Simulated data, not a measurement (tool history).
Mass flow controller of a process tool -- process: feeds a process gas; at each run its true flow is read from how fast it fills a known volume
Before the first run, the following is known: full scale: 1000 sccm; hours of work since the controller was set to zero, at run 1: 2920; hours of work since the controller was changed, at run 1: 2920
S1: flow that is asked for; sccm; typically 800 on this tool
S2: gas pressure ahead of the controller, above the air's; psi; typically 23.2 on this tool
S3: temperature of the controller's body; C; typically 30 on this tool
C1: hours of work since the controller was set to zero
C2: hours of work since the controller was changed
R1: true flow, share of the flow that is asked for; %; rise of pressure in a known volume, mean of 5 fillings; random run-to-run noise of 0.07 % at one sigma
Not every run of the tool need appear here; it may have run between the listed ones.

run,hour,S1,S2,S3,C1,C2,R1
1,0,800,23.2,30,2920,2920,101.06
2,100.1,800,23.2,30,2967,2967,100.96
3,224.8,800,23.2,30,3025,3025,101.05
4,387.9,800,23.2,30,3100,3100,101.11
5,518.5,800,23.2,30,3161,3161,101.01
6,730.8,800,23.2,30,3260,3260,101.1
7,853.4,800,23.2,30,3317,3317,101.21
8,1027.2,800,27.4,30,3398,3398,101.21
# hour 1044.2: controller's zero set anew
9,1142.2,800,27.4,30,46,3451,101.48
10,1248,992,21,39,95,3500,101.81
11,1456,115,25.1,27,191,3596,105.06

4 options for the next run, each taken on its own from the tool as it stands now. Forecast them:
A,1578.4,149,34.8,23,248,3653,?
B,1578.4,800,23.2,40,248,3653,?
C,1578.4,294,25.1,31,248,3653,?
D,1578.4,115,26.4,24,248,3653,?

run,R1
A,103.7
B,101.22
C,101.68
D,105.39
With the hidden condition removed and each run's random variation left untouched, the same runs would have given:
run,R1
A,96.87
B,98.67
C,97.45
D,97.01

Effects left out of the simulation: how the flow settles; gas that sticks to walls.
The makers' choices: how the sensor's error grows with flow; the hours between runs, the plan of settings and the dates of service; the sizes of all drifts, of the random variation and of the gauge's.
